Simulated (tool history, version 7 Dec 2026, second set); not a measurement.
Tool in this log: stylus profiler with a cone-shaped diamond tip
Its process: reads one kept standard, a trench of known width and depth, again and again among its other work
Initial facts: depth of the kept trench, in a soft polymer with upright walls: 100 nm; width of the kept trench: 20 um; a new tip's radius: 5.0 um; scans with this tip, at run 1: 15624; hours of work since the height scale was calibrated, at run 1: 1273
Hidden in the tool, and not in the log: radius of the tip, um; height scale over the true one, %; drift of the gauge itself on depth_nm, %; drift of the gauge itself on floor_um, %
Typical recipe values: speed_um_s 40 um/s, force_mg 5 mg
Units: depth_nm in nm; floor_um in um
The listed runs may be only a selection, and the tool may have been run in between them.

run   hour  speed_um_s  force_mg  scans with this tip  hours of work since the height scale was calibrated  depth_nm  floor_um
  1      0          40         5                15624                                                 1273       101     17.22
  2   22.8          40         5                15742                                                 1283    101.01     17.23
  3   40.6          40         5                15834                                                 1290    101.03     17.22
  4   58.1          12         5                15925                                                 1297    100.99     17.27
  5   69.3          12         5                15983                                                 1302    101.02     17.35
  6   95.1          40      6.29                16116                                                 1313    101.18     17.23
  7  111.3          40      6.29                16200                                                 1320    101.23     17.25
  8  122.3          40      6.29                16257                                                 1324    101.24     17.23
  9  137.7          40      6.29                16337                                                 1331    101.22     17.27
 10  160.4          40      6.29                16454                                                 1341    101.19     17.24
 11  177.2          12     10.49                16541                                                 1348    101.81     17.28
 12  196.8          30     12.18                16643                                                 1356    102.04     17.25
 13  222.5          55      2.26                16775                                                 1367    100.49     17.11
 14  237.5         123      7.08                16853                                                 1373    101.31     17.02
 15  250.5          63      10.5                16921                                                 1379     101.8     17.17
 16  264.5          54      9.95                16993                                                 1384    101.74     17.23
 17  277.7          40     12.21                17061                                                 1390    101.97     17.25
 18  289.5          40     12.21                17122                                                 1395    101.98     17.22

5 options for the next run, each taken on its own from the tool as it stands now. Forecast them:
  A  304.2          49     11.08                17198                                                 1401         ?         ?
  B  304.2          40     10.23                17198                                                 1401         ?         ?
  C  304.2          40      3.59                17198                                                 1401         ?         ?
  D  304.2          46      1.98                17198                                                 1401         ?         ?
  E  304.2         113      4.16                17198                                                 1401         ?         ?

run  depth_nm  floor_um
  A    101.84     17.22
  B    101.78     17.23
  C    100.79     17.19
  D    100.41     17.11
  E    100.84     16.92
Without the tool's unlogged condition, the same runs would have read:
run  depth_nm  floor_um
  A    102.09     17.95
  B    102.03     17.95
  C    101.04     17.92
  D    100.66     17.83
  E    101.09     17.65
